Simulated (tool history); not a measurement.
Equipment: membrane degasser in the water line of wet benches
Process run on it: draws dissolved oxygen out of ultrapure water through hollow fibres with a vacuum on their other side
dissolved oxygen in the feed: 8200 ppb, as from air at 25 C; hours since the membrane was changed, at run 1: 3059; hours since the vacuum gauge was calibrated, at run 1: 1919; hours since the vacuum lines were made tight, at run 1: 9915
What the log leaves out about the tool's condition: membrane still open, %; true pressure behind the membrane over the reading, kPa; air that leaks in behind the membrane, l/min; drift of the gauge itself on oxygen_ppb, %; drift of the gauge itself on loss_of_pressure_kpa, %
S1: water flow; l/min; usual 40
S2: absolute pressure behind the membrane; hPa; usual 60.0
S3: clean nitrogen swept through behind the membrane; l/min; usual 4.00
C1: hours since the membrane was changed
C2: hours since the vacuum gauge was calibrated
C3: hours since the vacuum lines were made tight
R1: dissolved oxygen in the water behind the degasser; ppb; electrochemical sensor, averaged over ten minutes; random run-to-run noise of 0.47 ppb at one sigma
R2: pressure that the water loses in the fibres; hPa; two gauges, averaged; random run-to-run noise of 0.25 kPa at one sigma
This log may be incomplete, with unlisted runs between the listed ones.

run,day,S1,S2,S3,C1,C2,C3,R1,R2
1,0.000,40,60.0,4.00,3059,1919,9915,70.7,646.2
2,5.588,40,60.0,4.00,3193,2053,10050,70.0,644.5
3,8.904,40,60.0,4.00,3272,2133,10129,69.4,643.6
4,12.075,40,90.5,4.00,3348,2209,10205,139.2,645.9
5,15.750,40,90.5,4.00,3437,2297,10293,141.4,642.1
6,21.112,40,90.5,4.00,3565,2426,10422,139.0,645.0
7,26.204,40,90.5,4.00,3687,2548,10544,140.1,644.1
8,30.596,40,90.5,4.00,3793,2653,10650,140.0,646.2
9,36.158,45,60.0,4.00,3926,2787,10783,82.4,729.6
10,38.975,40,42.0,4.00,3994,2855,10851,28.2,646.0
11,44.108,40,60.0,4.00,4117,2978,10974,69.5,647.2
12,50.146,40,78.4,4.00,4262,3123,11119,111.1,647.8
# day 51.417: vacuum gauge calibrated
13,55.692,40,78.4,4.00,4395,103,11252,113.2,639.0
14,58.404,45,39.6,11.14,4460,168,11317,16.3,723.3
15,62.829,38,65.3,11.14,4566,274,11423,31.1,615.5
16,67.617,40,60.0,2.05,4681,389,11538,125.3,645.6
17,70.888,40,117.6,7.87,4759,467,11616,109.4,644.7
18,73.350,40,67.5,2.82,4818,526,11675,117.8,645.3
19,76.912,40,67.5,2.82,4904,612,11761,119.6,648.2
20,80.046,40,67.5,2.82,4979,687,11836,119.4,649.6
21,83.400,58,78.0,6.88,5060,768,11917,125.2,937.8
22,86.479,40,127.6,4.00,5134,841,11990,222.6,646.3
23,89.229,63,84.4,4.00,5200,908,12056,230.7,1022.1
24,93.000,63,84.4,4.00,5290,998,12147,231.1,1018.0
25,95.658,40,65.6,4.00,5354,1062,12211,83.1,645.1

Here are 4 independent what-if runs from the current tool condition. What would each one return?
A,100.992,40,132.6,4.00,5482,1190,12339,?,?
B,100.992,40,60.0,3.33,5482,1190,12339,?,?
C,100.992,40,39.6,4.00,5482,1190,12339,?,?
D,100.992,47,51.6,3.64,5482,1190,12339,?,?

run,R1,R2
A,238.1,645.6
B,81.5,648.0
C,22.1,648.1
D,69.6,761.7
Stripped of hidden state, with their random variation kept, the same runs would have yielded:
run,R1,R2
A,238.0,645.4
B,81.4,647.8
C,22.0,647.9
D,69.6,761.5

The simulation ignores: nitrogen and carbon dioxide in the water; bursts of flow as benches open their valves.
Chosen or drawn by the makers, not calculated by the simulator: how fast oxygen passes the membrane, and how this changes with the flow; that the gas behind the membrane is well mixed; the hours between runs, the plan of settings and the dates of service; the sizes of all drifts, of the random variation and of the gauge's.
